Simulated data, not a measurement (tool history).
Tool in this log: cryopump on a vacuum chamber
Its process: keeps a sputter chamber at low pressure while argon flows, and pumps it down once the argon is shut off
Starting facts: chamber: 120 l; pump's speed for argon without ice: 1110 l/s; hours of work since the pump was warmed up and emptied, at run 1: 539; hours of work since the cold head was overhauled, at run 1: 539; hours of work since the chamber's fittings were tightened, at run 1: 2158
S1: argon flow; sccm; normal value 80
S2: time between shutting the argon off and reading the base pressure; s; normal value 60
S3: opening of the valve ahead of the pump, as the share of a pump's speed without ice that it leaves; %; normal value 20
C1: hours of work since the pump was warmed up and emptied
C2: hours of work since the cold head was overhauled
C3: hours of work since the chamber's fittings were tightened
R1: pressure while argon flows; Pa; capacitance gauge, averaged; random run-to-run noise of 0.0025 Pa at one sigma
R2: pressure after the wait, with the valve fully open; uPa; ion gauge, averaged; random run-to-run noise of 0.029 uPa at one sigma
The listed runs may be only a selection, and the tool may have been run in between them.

| run | day | S1 | S2 | S3 | C1 | C2 | C3 | R1 | R2 |
|---|---|---|---|---|---|---|---|---|---|
| 1 | 0 | 80 | 60 | 20 | 539 | 539 | 2158 | 0.6284 | 3.83 |
| 2 | 2.158 | 80 | 60 | 39 | 569 | 569 | 2188 | 0.3395 | 3.87 |
| 3 | 4.883 | 80 | 60 | 39 | 608 | 608 | 2227 | 0.3382 | 4.01 |
| 4 | 6.646 | 61 | 60 | 39 | 633 | 633 | 2251 | 0.2619 | 4.04 |
| 5 | 9.188 | 80 | 60 | 20 | 668 | 668 | 2287 | 0.641 | 4.21 |
| 6 | 12.054 | 51 | 60 | 20 | 709 | 709 | 2327 | 0.4093 | 4.32 |
| 7 | 14.692 | 80 | 60 | 42 | 746 | 746 | 2364 | 0.3285 | 4.31 |
|  | 15.538 | pump warmed up, emptied and cooled again |
| 8 | 18.446 | 80 | 60 | 42 | 41 | 795 | 2414 | 0.2906 | 3.58 |
| 9 | 21.092 | 80 | 60 | 20 | 78 | 833 | 2452 | 0.6117 | 3.82 |
| 10 | 23.862 | 80 | 99 | 20 | 117 | 871 | 2490 | 0.6199 | 3.35 |
| 11 | 27.733 | 80 | 99 | 20 | 171 | 926 | 2545 | 0.6194 | 3.58 |
| 12 | 30.354 | 80 | 42 | 20 | 208 | 963 | 2582 | 0.6174 | 4.47 |
| 13 | 33.158 | 46 | 60 | 20 | 248 | 1002 | 2621 | 0.3562 | 4.04 |
| 14 | 35.592 | 46 | 60 | 20 | 282 | 1036 | 2655 | 0.3579 | 4.11 |
| 15 | 37.696 | 46 | 60 | 20 | 311 | 1066 | 2685 | 0.3572 | 4.32 |
| 16 | 39.354 | 46 | 60 | 20 | 335 | 1089 | 2708 | 0.3562 | 4.13 |
| 17 | 41.279 | 46 | 60 | 20 | 362 | 1116 | 2735 | 0.3602 | 4.36 |
| 18 | 44.529 | 83 | 223 | 56 | 407 | 1162 | 2781 | 0.2465 | 3.57 |
| 19 | 48.183 | 155 | 60 | 15 | 459 | 1213 | 2832 | 1.6147 | 4.58 |
| 20 | 50.167 | 80 | 79 | 19 | 487 | 1241 | 2860 | 0.6643 | 4.3 |
| 21 | 51.933 | 34 | 20 | 54 | 511 | 1266 | 2885 | 0.1081 | 6.92 |
| 22 | 55.912 | 96 | 45 | 17 | 567 | 1322 | 2941 | 0.897 | 5.16 |
| 23 | 60.025 | 96 | 45 | 17 | 625 | 1380 | 2999 | 0.9027 | 5.34 |
| 24 | 62.875 | 96 | 45 | 52 | 665 | 1420 | 3039 | 0.3227 | 5.6 |
| 25 | 65.55 | 96 | 45 | 52 | 703 | 1457 | 3076 | 0.3267 | 5.47 |
|  | 69.483 | pump warmed up, emptied and cooled again |
| 26 | 69.792 | 96 | 45 | 52 | 4 | 1514 | 3133 | 0.2798 | 4.76 |
| 27 | 71.954 | 137 | 135 | 36 | 35 | 1544 | 3163 | 0.582 | 3.67 |
| 28 | 75.75 | 80 | 137 | 46 | 88 | 1598 | 3217 | 0.2695 | 3.75 |
| 29 | 78.904 | 80 | 137 | 46 | 132 | 1642 | 3261 | 0.2698 | 4.08 |
| 30 | 81.438 | 148 | 107 | 16 | 168 | 1678 | 3297 | 1.4213 | 4.12 |
| 31 | 84.783 | 80 | 246 | 20 | 215 | 1725 | 3344 | 0.6183 | 3.84 |
| 32 | 87.3 | 80 | 246 | 20 | 250 | 1760 | 3379 | 0.6259 | 3.99 |
|  | 88.225 | leaking fittings of the chamber tightened, without venting |
| 33 | 90.783 | 64 | 71 | 33 | 298 | 1808 | 36 | 0.3072 | 1.37 |
| 34 | 93.192 | 64 | 71 | 33 | 332 | 1842 | 70 | 0.3085 | 1.4 |

Some steps in R1 between neighbouring runs. How much of each would the tool show without its hidden state too (settings, what came in, random variation), and how much is left for the hidden state, with any gauge scatter that isn't in both results?
The tool's hidden condition here consists of: pump's speed, % of a pump's without ice; cold plate's temperature, K; leak into the chamber, uPa l/s; drift of the gauge itself on working_pa, %; drift of the gauge itself on base_upa, %.
Run 7 -> 8: pump warmed up, emptied and cooled again. R1 -0.0379 Pa: hidden state -0.0347, all else -0.0032.
Run 18 -> 19: S1 83 -> 155, S2 223 -> 60, S3 56 -> 15. R1 +1.3682 Pa: hidden state +0.0239, all else +1.3443.
Run 19 -> 20: S1 155 -> 80, S2 60 -> 79, S3 15 -> 19. R1 -0.9504 Pa: hidden state -0.0201, all else -0.9303.
Run 21 -> 22: S1 34 -> 96, S2 20 -> 45, S3 54 -> 17. R1 +0.7889 Pa: hidden state +0.0243, all else +0.7646.
Run 25 -> 26: pump warmed up, emptied and cooled again. R1 -0.0469 Pa: hidden state -0.0434, all else -0.0035.
Run 29 -> 30: S1 80 -> 148, S2 137 -> 107, S3 46 -> 16. R1 +1.1515 Pa: hidden state +0.0092, all else +1.1423.
